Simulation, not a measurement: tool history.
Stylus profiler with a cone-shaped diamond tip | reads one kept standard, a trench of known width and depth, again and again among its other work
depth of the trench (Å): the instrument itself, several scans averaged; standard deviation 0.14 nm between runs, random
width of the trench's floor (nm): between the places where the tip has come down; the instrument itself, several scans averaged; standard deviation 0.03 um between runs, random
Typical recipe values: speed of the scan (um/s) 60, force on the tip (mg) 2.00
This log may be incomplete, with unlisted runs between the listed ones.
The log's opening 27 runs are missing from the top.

run	hour	speed of the scan (um/s)	force on the tip (mg)	depth of the trench (Å)	width of the trench's floor (nm)
28	617.8	131	2.68	5077.6	26640
# hour 620.2: height scale calibrated on a step standard
29	644.7	155	0.81	5034.0	26050
30	658.5	147	3.47	5092.3	26580
31	672.7	167	2.00	5059.7	26330
32	690.3	167	2.00	5057.7	26300
# hour 696.0: height scale calibrated on a step standard, once more
33	711.9	167	2.00	5065.7	26300
34	742.7	67	2.52	5075.9	26570
35	761.0	95	4.53	5111.3	26510
36	788.9	96	0.99	5036.4	26220
37	814.4	28	0.86	5034.0	26520
38	834.5	37	0.70	5029.9	26400
39	863.7	25	2.78	5079.8	26580

Alternative continuations, all from the tool just after run 39; predict every row:
A	887.6	25	2.72	?	?
B	887.6	44	1.64	?	?
C	887.6	19	0.82	?	?
D	887.6	100	4.02	?	?
E	887.6	228	1.25	?	?

run	depth of the trench (Å)	width of the trench's floor (nm)
A	5075.8	26520
B	5053.4	26390
C	5033.8	26510
D	5103.0	26310
E	5047.2	25590
Without the tool's hidden state the same runs would have given:
run	depth of the trench (Å)	width of the trench's floor (nm)
A	5078.7	27280
B	5056.3	27160
C	5036.7	27280
D	5105.9	27080
E	5050.1	26360
